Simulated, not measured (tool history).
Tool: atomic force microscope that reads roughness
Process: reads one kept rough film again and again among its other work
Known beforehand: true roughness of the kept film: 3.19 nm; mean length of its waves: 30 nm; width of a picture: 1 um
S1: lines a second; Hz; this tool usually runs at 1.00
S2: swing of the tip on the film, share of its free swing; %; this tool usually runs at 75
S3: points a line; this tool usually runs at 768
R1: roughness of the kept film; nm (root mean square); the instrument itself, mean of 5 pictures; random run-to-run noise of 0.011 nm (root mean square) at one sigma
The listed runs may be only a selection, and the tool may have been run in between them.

| run | day | S1 | S2 | S3 | R1 |
|---|---|---|---|---|---|
| 1 | 0.000 | 1.00 | 75 | 768 | 1.817 |
|  | 0.383 | new tip fitted |
| 2 | 2.562 | 1.00 | 82 | 768 | 2.241 |
| 3 | 5.233 | 1.00 | 82 | 768 | 1.980 |
|  | 8.029 | new tip fitted |
| 4 | 8.192 | 1.00 | 82 | 768 | 2.528 |
| 5 | 10.525 | 1.00 | 75 | 330 | 2.255 |
| 6 | 13.392 | 1.00 | 75 | 330 | 1.977 |
|  | 15.483 | new tip fitted |
| 7 | 15.483 | 1.00 | 75 | 330 | 2.568 |
|  | 15.712 | height scale calibrated on a step standard |
| 8 | 17.554 | 1.00 | 83 | 330 | 2.246 |
| 9 | 20.450 | 1.00 | 83 | 330 | 1.931 |
|  | 21.175 | height scale calibrated on a step standard, once more |
| 10 | 22.154 | 0.60 | 70 | 475 | 1.935 |
|  | 23.096 | new tip fitted |
| 11 | 24.275 | 0.66 | 70 | 262 | 2.487 |
| 12 | 26.575 | 0.72 | 75 | 923 | 2.178 |
| 13 | 28.646 | 1.24 | 75 | 695 | 1.931 |

Predict each of these 5 candidate next runs independently; none follows another, all start after run 13:
|  | 30.512 | new tip fitted |
| A | 31.712 | 0.93 | 62 | 584 | ? |
|  | 30.512 | new tip fitted |
| B | 31.712 | 0.57 | 75 | 695 | ? |
|  | 30.512 | new tip fitted |
| C | 31.712 | 1.41 | 70 | 865 | ? |
|  | 30.512 | new tip fitted |
| D | 31.712 | 0.69 | 75 | 859 | ? |
|  | 30.512 | new tip fitted |
| E | 31.712 | 0.90 | 75 | 695 | ? |

| run | R1 |
|---|---|
| A | 2.546 |
| B | 2.524 |
| C | 2.465 |
| D | 2.497 |
| E | 2.474 |
Stripped of hidden state, with their random variation kept, the same runs would have yielded:
| run | R1 |
|---|---|
| A | 2.713 |
| B | 2.689 |
| C | 2.626 |
| D | 2.660 |
| E | 2.635 |
